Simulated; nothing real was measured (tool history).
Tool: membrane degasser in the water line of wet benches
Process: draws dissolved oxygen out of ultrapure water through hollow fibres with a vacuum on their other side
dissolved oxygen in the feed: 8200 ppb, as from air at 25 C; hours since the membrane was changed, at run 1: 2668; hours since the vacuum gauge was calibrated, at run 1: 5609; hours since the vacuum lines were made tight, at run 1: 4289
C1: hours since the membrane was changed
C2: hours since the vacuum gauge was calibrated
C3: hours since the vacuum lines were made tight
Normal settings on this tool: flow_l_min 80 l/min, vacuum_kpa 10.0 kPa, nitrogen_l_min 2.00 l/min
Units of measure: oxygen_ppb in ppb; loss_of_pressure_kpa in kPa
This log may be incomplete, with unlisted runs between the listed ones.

{"run": 1, "hour": 0.0, "flow_l_min": 80, "vacuum_kpa": 10.0, "nitrogen_l_min": 2.0, "C1": 2668, "C2": 5609, "C3": 4289, "oxygen_ppb": 532.1, "loss_of_pressure_kpa": 50.97}
{"run": 2, "hour": 61.8, "flow_l_min": 80, "vacuum_kpa": 10.0, "nitrogen_l_min": 2.0, "C1": 2730, "C2": 5670, "C3": 4350, "oxygen_ppb": 534.0, "loss_of_pressure_kpa": 51.14}
{"run": 3, "hour": 155.9, "flow_l_min": 80, "vacuum_kpa": 10.0, "nitrogen_l_min": 2.77, "C1": 2824, "C2": 5764, "C3": 4444, "oxygen_ppb": 415.5, "loss_of_pressure_kpa": 51.17}
{"run": 4, "hour": 254.6, "flow_l_min": 80, "vacuum_kpa": 10.0, "nitrogen_l_min": 2.77, "C1": 2923, "C2": 5863, "C3": 4543, "oxygen_ppb": 416.1, "loss_of_pressure_kpa": 51.1}
{"run": 5, "hour": 357.5, "flow_l_min": 80, "vacuum_kpa": 10.0, "nitrogen_l_min": 2.77, "C1": 3026, "C2": 5966, "C3": 4646, "oxygen_ppb": 415.3, "loss_of_pressure_kpa": 51.28}
{"run": 6, "hour": 482.5, "flow_l_min": 80, "vacuum_kpa": 16.7, "nitrogen_l_min": 2.77, "C1": 3151, "C2": 6091, "C3": 4771, "oxygen_ppb": 774.7, "loss_of_pressure_kpa": 50.97}
{"run": 7, "hour": 537.7, "flow_l_min": 80, "vacuum_kpa": 15.5, "nitrogen_l_min": 2.0, "C1": 3206, "C2": 6146, "C3": 4826, "oxygen_ppb": 913.4, "loss_of_pressure_kpa": 51.34}
{"run": 8, "hour": 630.5, "flow_l_min": 80, "vacuum_kpa": 15.5, "nitrogen_l_min": 2.0, "C1": 3299, "C2": 6239, "C3": 4919, "oxygen_ppb": 912.8, "loss_of_pressure_kpa": 50.97}
{"run": 9, "hour": 717.8, "flow_l_min": 80, "vacuum_kpa": 15.5, "nitrogen_l_min": 2.0, "C1": 3386, "C2": 6326, "C3": 5006, "oxygen_ppb": 916.2, "loss_of_pressure_kpa": 51.49}
{"run": 10, "hour": 787.1, "flow_l_min": 80, "vacuum_kpa": 15.5, "nitrogen_l_min": 2.0, "C1": 3456, "C2": 6396, "C3": 5076, "oxygen_ppb": 916.0, "loss_of_pressure_kpa": 51.57}
{"run": 11, "hour": 866.0, "flow_l_min": 80, "vacuum_kpa": 15.5, "nitrogen_l_min": 2.0, "C1": 3534, "C2": 6475, "C3": 5155, "oxygen_ppb": 917.1, "loss_of_pressure_kpa": 51.36}
{"run": 12, "hour": 927.4, "flow_l_min": 80, "vacuum_kpa": 15.5, "nitrogen_l_min": 2.0, "C1": 3596, "C2": 6536, "C3": 5216, "oxygen_ppb": 918.8, "loss_of_pressure_kpa": 51.22}
{"run": 13, "hour": 988.8, "flow_l_min": 80, "vacuum_kpa": 15.5, "nitrogen_l_min": 2.0, "C1": 3657, "C2": 6597, "C3": 5277, "oxygen_ppb": 915.6, "loss_of_pressure_kpa": 51.08}
{"run": 14, "hour": 1109.2, "flow_l_min": 80, "vacuum_kpa": 10.8, "nitrogen_l_min": 2.0, "C1": 3778, "C2": 6718, "C3": 5398, "oxygen_ppb": 593.1, "loss_of_pressure_kpa": 51.23}
{"run": 15, "hour": 1166.3, "flow_l_min": 80, "vacuum_kpa": 10.8, "nitrogen_l_min": 2.0, "C1": 3835, "C2": 6775, "C3": 5455, "oxygen_ppb": 590.1, "loss_of_pressure_kpa": 51.02}
{"run": 16, "hour": 1231.2, "flow_l_min": 80, "vacuum_kpa": 10.8, "nitrogen_l_min": 2.0, "C1": 3900, "C2": 6840, "C3": 5520, "oxygen_ppb": 598.9, "loss_of_pressure_kpa": 51.3}
{"run": 17, "hour": 1314.2, "flow_l_min": 87, "vacuum_kpa": 7.5, "nitrogen_l_min": 1.44, "C1": 3983, "C2": 6923, "C3": 5603, "oxygen_ppb": 475.7, "loss_of_pressure_kpa": 55.91}
{"hour": 1320.8, "done": "vacuum gauge calibrated"}
{"run": 18, "hour": 1369.8, "flow_l_min": 87, "vacuum_kpa": 7.5, "nitrogen_l_min": 1.44, "C1": 4038, "C2": 49, "C3": 5658, "oxygen_ppb": 483.4, "loss_of_pressure_kpa": 55.84}
{"run": 19, "hour": 1430.0, "flow_l_min": 80, "vacuum_kpa": 24.4, "nitrogen_l_min": 2.0, "C1": 4098, "C2": 109, "C3": 5718, "oxygen_ppb": 1469.3, "loss_of_pressure_kpa": 50.92}
{"run": 20, "hour": 1545.7, "flow_l_min": 68, "vacuum_kpa": 11.5, "nitrogen_l_min": 1.32, "C1": 4214, "C2": 225, "C3": 5834, "oxygen_ppb": 770.4, "loss_of_pressure_kpa": 43.84}
{"run": 21, "hour": 1652.4, "flow_l_min": 99, "vacuum_kpa": 13.8, "nitrogen_l_min": 2.0, "C1": 4320, "C2": 332, "C3": 5940, "oxygen_ppb": 945.1, "loss_of_pressure_kpa": 63.57}
{"run": 22, "hour": 1775.8, "flow_l_min": 99, "vacuum_kpa": 13.8, "nitrogen_l_min": 2.0, "C1": 4444, "C2": 455, "C3": 6064, "oxygen_ppb": 945.7, "loss_of_pressure_kpa": 63.67}
{"hour": 1828.8, "done": "vacuum gauge calibrated, once more"}
{"run": 23, "hour": 1884.8, "flow_l_min": 99, "vacuum_kpa": 13.8, "nitrogen_l_min": 2.0, "C1": 4552, "C2": 56, "C3": 6172, "oxygen_ppb": 936.5, "loss_of_pressure_kpa": 63.48}
{"run": 24, "hour": 1992.1, "flow_l_min": 75, "vacuum_kpa": 22.2, "nitrogen_l_min": 1.12, "C1": 4660, "C2": 163, "C3": 6280, "oxygen_ppb": 1858.9, "loss_of_pressure_kpa": 48.22}
{"run": 25, "hour": 2050.3, "flow_l_min": 124, "vacuum_kpa": 12.4, "nitrogen_l_min": 1.23, "C1": 4718, "C2": 222, "C3": 6338, "oxygen_ppb": 1319.0, "loss_of_pressure_kpa": 80.29}
{"run": 26, "hour": 2104.8, "flow_l_min": 54, "vacuum_kpa": 18.1, "nitrogen_l_min": 1.4, "C1": 4772, "C2": 276, "C3": 6392, "oxygen_ppb": 1040.0, "loss_of_pressure_kpa": 34.89}
{"run": 27, "hour": 2200.9, "flow_l_min": 80, "vacuum_kpa": 7.6, "nitrogen_l_min": 3.54, "C1": 4868, "C2": 372, "C3": 6488, "oxygen_ppb": 225.9, "loss_of_pressure_kpa": 51.81}
{"run": 28, "hour": 2328.2, "flow_l_min": 101, "vacuum_kpa": 10.0, "nitrogen_l_min": 2.0, "C1": 4996, "C2": 499, "C3": 6616, "oxygen_ppb": 643.4, "loss_of_pressure_kpa": 65.08}
{"run": 29, "hour": 2439.8, "flow_l_min": 80, "vacuum_kpa": 10.0, "nitrogen_l_min": 3.77, "C1": 5107, "C2": 611, "C3": 6727, "oxygen_ppb": 324.4, "loss_of_pressure_kpa": 51.91}
{"run": 30, "hour": 2518.2, "flow_l_min": 80, "vacuum_kpa": 10.0, "nitrogen_l_min": 3.77, "C1": 5186, "C2": 689, "C3": 6806, "oxygen_ppb": 322.0, "loss_of_pressure_kpa": 51.14}
{"run": 31, "hour": 2605.4, "flow_l_min": 100, "vacuum_kpa": 10.0, "nitrogen_l_min": 3.33, "C1": 5273, "C2": 777, "C3": 6893, "oxygen_ppb": 441.5, "loss_of_pressure_kpa": 64.45}
{"run": 32, "hour": 2691.5, "flow_l_min": 100, "vacuum_kpa": 10.0, "nitrogen_l_min": 3.33, "C1": 5359, "C2": 863, "C3": 6979, "oxygen_ppb": 441.7, "loss_of_pressure_kpa": 64.91}

Each row is a separate what-if for the run after 32, all from the same tool condition, not one after another. Results?
{"run": "A", "hour": 2756.9, "flow_l_min": 56, "vacuum_kpa": 11.3, "nitrogen_l_min": 3.33, "C1": 5424, "C2": 928, "C3": 7044, "oxygen_ppb": "?", "loss_of_pressure_kpa": "?"}
{"run": "B", "hour": 2756.9, "flow_l_min": 61, "vacuum_kpa": 6.3, "nitrogen_l_min": 1.13, "C1": 5424, "C2": 928, "C3": 7044, "oxygen_ppb": "?", "loss_of_pressure_kpa": "?"}
{"run": "C", "hour": 2756.9, "flow_l_min": 87, "vacuum_kpa": 10.0, "nitrogen_l_min": 1.25, "C1": 5424, "C2": 928, "C3": 7044, "oxygen_ppb": "?", "loss_of_pressure_kpa": "?"}
{"run": "D", "hour": 2756.9, "flow_l_min": 72, "vacuum_kpa": 10.0, "nitrogen_l_min": 0.82, "C1": 5424, "C2": 928, "C3": 7044, "oxygen_ppb": "?", "loss_of_pressure_kpa": "?"}

run=A oxygen_ppb=304.7 loss_of_pressure_kpa=36.20
run=B oxygen_ppb=307.3 loss_of_pressure_kpa=39.41
run=C oxygen_ppb=789.3 loss_of_pressure_kpa=56.32
run=D oxygen_ppb=894.5 loss_of_pressure_kpa=46.87
Without the tool's unlogged condition, the same runs would have read:
run=A oxygen_ppb=303.2 loss_of_pressure_kpa=35.48
run=B oxygen_ppb=308.1 loss_of_pressure_kpa=38.63
run=C oxygen_ppb=790.1 loss_of_pressure_kpa=55.22
run=D oxygen_ppb=898.3 loss_of_pressure_kpa=45.95
